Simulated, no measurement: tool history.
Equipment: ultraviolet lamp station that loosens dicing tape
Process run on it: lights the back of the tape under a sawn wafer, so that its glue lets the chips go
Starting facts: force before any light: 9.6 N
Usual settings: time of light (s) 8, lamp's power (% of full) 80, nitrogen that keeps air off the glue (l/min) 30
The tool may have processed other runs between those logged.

run,hour,time of light (s),lamp's power (% of full),nitrogen that keeps air off the glue (l/min),force that peels the tape off (N),light that reached the tape (mJ/cm2)
1,0,8,80,30,1.344,264
2,38.3,8,80,21,1.646,258
# hour 50.9: window cleaned of glue's vapour
3,76.3,8,80,21,1.868,242
4,99.5,5,80,30,2.992,151
5,148.8,5,80,30,2.918,149
# hour 189.5: window cleaned of glue's vapour, once more
6,197.4,8,80,30,1.108,289
7,222.2,8,80,30,1.117,288
8,257.8,8,80,30,1.115,287
9,290.5,5,75,31,2.562,163
10,325.1,5,75,31,2.674,160
11,366.9,10,75,16,1.356,333
12,411,8,75,16,1.93,262
13,446.6,10,80,12,1.44,343
14,488.2,10,80,12,1.436,342
15,512,7,80,27,1.666,239

Hidden state or all else? Some run-to-run changes of force that peels the tape off (N), split into what the settings, what came in and random variation would give without the hidden state, and what is left for the hidden state (with any gauge scatter that isn't in both results):
The tool's hidden condition here consists of: lamp's light, % of a new lamp's; light that the window lets through, % of a clean one's; drift of the gauge itself on peel_n, %; drift of the gauge itself on dose_mj_cm2, %.
Run 5 -> 6: time of light (s) 5 -> 8, window cleaned of glue's vapour, once more. force that peels the tape off (N) -1.81: hidden state -0.705, all else -1.105.
